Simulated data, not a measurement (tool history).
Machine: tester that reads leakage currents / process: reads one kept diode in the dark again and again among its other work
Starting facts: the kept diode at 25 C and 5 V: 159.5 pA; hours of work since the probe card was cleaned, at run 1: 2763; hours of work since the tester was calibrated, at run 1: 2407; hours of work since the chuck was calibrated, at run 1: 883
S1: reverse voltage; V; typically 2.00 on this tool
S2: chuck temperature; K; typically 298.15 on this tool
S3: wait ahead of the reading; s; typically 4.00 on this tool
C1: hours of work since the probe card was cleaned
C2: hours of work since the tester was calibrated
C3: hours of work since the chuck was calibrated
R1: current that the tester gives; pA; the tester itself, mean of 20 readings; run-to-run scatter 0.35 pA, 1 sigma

| run | hour | S1 | S2 | S3 | C1 | C2 | C3 | R1 |
|---|---|---|---|---|---|---|---|---|
| 1 | 0.0 | 2.00 | 298.15 | 4.00 | 2763 | 2407 | 883 | 106.77 |
| 2 | 112.5 | 2.00 | 298.15 | 4.00 | 2825 | 2470 | 946 | 105.46 |
| 3 | 171.9 | 2.00 | 298.15 | 4.00 | 2859 | 2503 | 979 | 105.88 |
| 4 | 225.9 | 2.00 | 323.15 | 4.00 | 2889 | 2533 | 1010 | 826.97 |
| 5 | 285.7 | 2.00 | 298.15 | 4.00 | 2922 | 2566 | 1043 | 105.67 |
| 6 | 370.7 | 2.00 | 298.15 | 4.00 | 2970 | 2614 | 1091 | 104.01 |
| 7 | 451.5 | 2.00 | 298.15 | 4.00 | 3015 | 2659 | 1136 | 103.91 |
|  | 521.0 | probe card cleaned and baked |
| 8 | 547.7 | 2.00 | 298.15 | 4.00 | 15 | 2711 | 1188 | 101.09 |
| 9 | 599.7 | 2.00 | 298.15 | 4.00 | 44 | 2740 | 1217 | 101.19 |
| 10 | 660.9 | 2.00 | 298.15 | 4.00 | 78 | 2774 | 1251 | 100.82 |
| 11 | 709.9 | 2.00 | 298.15 | 4.00 | 106 | 2802 | 1278 | 100.47 |
| 12 | 772.4 | 2.00 | 298.15 | 4.00 | 140 | 2837 | 1313 | 100.14 |
| 13 | 865.1 | 2.00 | 307.15 | 4.00 | 192 | 2888 | 1365 | 220.27 |
| 14 | 950.4 | 2.00 | 307.15 | 7.46 | 240 | 2936 | 1413 | 218.30 |
| 15 | 1035.7 | 2.00 | 298.15 | 4.00 | 288 | 2984 | 1460 | 99.13 |
| 16 | 1113.1 | 2.00 | 298.15 | 4.00 | 331 | 3027 | 1504 | 98.89 |
| 17 | 1183.5 | 2.00 | 298.15 | 4.00 | 370 | 3066 | 1543 | 98.38 |
| 18 | 1253.1 | 2.00 | 298.15 | 4.00 | 409 | 3105 | 1582 | 98.35 |
| 19 | 1312.3 | 2.00 | 298.15 | 0.71 | 442 | 3138 | 1615 | 98.61 |
| 20 | 1418.1 | 2.00 | 298.15 | 0.71 | 501 | 3197 | 1674 | 98.17 |
| 21 | 1523.8 | 2.00 | 298.15 | 4.56 | 560 | 3257 | 1733 | 96.83 |
| 22 | 1578.7 | 2.00 | 321.15 | 0.84 | 591 | 3287 | 1764 | 671.13 |
| 23 | 1629.2 | 5.45 | 295.15 | 4.00 | 619 | 3315 | 1792 | 105.80 |
| 24 | 1727.9 | 2.00 | 327.15 | 6.69 | 674 | 3371 | 1847 | 1041.04 |
| 25 | 1819.2 | 2.00 | 327.15 | 6.69 | 725 | 3422 | 1898 | 1042.76 |
|  | 1849.7 | tester calibrated |
| 26 | 1913.7 | 2.00 | 298.15 | 5.24 | 777 | 36 | 1950 | 97.26 |
| 27 | 1964.5 | 1.86 | 305.15 | 5.24 | 805 | 64 | 1978 | 175.90 |
| 28 | 2014.8 | 1.86 | 319.15 | 0.84 | 833 | 92 | 2006 | 558.11 |

Run 29 has not been measured yet. What should we expect?
| 29 | 2065.9 | 1.86 | 319.15 | 0.84 | 862 | 121 | 2035 | ? |

Run 29 measured R1 557.41 pA.
Had the tool carried no hidden state, the very same run would have given R1 653.23 pA.
